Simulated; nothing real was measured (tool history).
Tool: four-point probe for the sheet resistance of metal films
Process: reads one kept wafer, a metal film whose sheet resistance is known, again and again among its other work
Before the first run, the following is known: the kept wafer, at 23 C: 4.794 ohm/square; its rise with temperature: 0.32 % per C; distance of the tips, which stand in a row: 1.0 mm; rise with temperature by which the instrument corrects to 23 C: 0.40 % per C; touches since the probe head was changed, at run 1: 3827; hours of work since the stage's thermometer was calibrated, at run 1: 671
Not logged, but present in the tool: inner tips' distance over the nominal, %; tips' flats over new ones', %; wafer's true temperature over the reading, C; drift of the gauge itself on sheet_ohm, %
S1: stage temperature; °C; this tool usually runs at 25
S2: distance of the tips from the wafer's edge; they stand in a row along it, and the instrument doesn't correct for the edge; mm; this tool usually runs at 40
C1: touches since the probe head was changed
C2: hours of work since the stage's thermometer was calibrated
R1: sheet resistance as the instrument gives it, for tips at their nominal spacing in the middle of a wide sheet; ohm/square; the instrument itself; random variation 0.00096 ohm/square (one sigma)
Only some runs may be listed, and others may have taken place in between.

Run 1, hour 0: usual settings; C1 3827; C2 671. Result: R1 4.788265 ohm/square.
Run 2, hour 22.3: usual settings; C1 4499; C2 685. Result: R1 4.787812 ohm/square.
Run 3, hour 40.8: usual settings but S2 16 mm; C1 5055; C2 697. Result: R1 4.797152 ohm/square.
Run 4, hour 75.5: usual settings but S2 16 mm; C1 6097; C2 719. Result: R1 4.796113 ohm/square.
Run 5, hour 99.8: usual settings but S2 45 mm; C1 6830; C2 734. Result: R1 4.786459 ohm/square.
Run 6, hour 132.7: usual settings but S2 45 mm; C1 7819; C2 755. Result: R1 4.785971 ohm/square.
Run 7, hour 157.8: usual settings but S1 35 °C, S2 45 mm; C1 8574; C2 770. Result: R1 4.750471 ohm/square.
Run 8, hour 180.6: usual settings but S1 35 °C, S2 45 mm; C1 9259; C2 785. Result: R1 4.752361 ohm/square.
Run 9, hour 210.8: usual settings but S1 35 °C, S2 45 mm; C1 10169; C2 804. Result: R1 4.750443 ohm/square.
Run 10, hour 236.5: usual settings but S1 35 °C, S2 45 mm; C1 10941; C2 820. Result: R1 4.750108 ohm/square.
Run 11, hour 261.9: usual settings but S1 18 °C; C1 11705; C2 836. Result: R1 4.813602 ohm/square.
Run 12, hour 277.8: usual settings but S1 18 °C; C1 12183; C2 846. Result: R1 4.81244 ohm/square.
Run 13, hour 312.2: usual settings but S1 18 °C; C1 13219; C2 867. Result: R1 4.81229 ohm/square.
Run 14, hour 347.4: usual settings but S1 18 °C; C1 14279; C2 889. Result: R1 4.811079 ohm/square.
Run 15, hour 372.6: usual settings but S1 18 °C; C1 15035; C2 905. Result: R1 4.809846 ohm/square.
Run 16, hour 392.2: usual settings but S1 18 °C; C1 15627; C2 917. Result: R1 4.809682 ohm/square.
Run 17, hour 413.4: usual settings but S1 18 °C; C1 16264; C2 931. Result: R1 4.812346 ohm/square.
Run 18, hour 442.3: usual settings but S2 15 mm; C1 17135; C2 949. Result: R1 4.792643 ohm/square.
Run 19, hour 476.7: usual settings but S2 15 mm; C1 18169; C2 970. Result: R1 4.792676 ohm/square.
Run 20, hour 503.5: usual settings but S2 15 mm; C1 18975; C2 987. Result: R1 4.792189 ohm/square.
Run 21, hour 524.2: usual settings but S2 15 mm; C1 19596; C2 1000. Result: R1 4.793614 ohm/square.
Run 22, hour 558.5: usual settings but S2 15 mm; C1 20629; C2 1022. Result: R1 4.791757 ohm/square.
Run 23, hour 592.8: usual settings but S1 19 °C, S2 15 mm; C1 21662; C2 1043. Result: R1 4.813975 ohm/square.
Run 24, hour 613.1: usual settings but S1 24 °C, S2 18 mm; C1 22272; C2 1056. Result: R1 4.791855 ohm/square.
Run 25, hour 639.5: usual settings but S1 24 °C, S2 18 mm; C1 23066; C2 1073. Result: R1 4.790817 ohm/square.
Run 26, hour 673.9: usual settings but S1 23 °C, S2 7 mm; C1 24100; C2 1094. Result: R1 4.837767 ohm/square.
Run 27, hour 689.5: usual settings but S1 19 °C, S2 52 mm; C1 24570; C2 1104. Result: R1 4.802458 ohm/square.
Run 28, hour 726: usual settings but S1 19 °C, S2 52 mm; C1 25669; C2 1127. Result: R1 4.801478 ohm/square.

Run 29, settings as shown, results not yet in. Your forecast:
Run 29, hour 757.8: usual settings but S1 19 °C; C1 26626; C2 1147. Result: R1 ?.

For run 29 the tool returned R1 4.803926 ohm/square.
The same run, on a tool lacking any hidden state, would have yielded R1 4.812453 ohm/square.

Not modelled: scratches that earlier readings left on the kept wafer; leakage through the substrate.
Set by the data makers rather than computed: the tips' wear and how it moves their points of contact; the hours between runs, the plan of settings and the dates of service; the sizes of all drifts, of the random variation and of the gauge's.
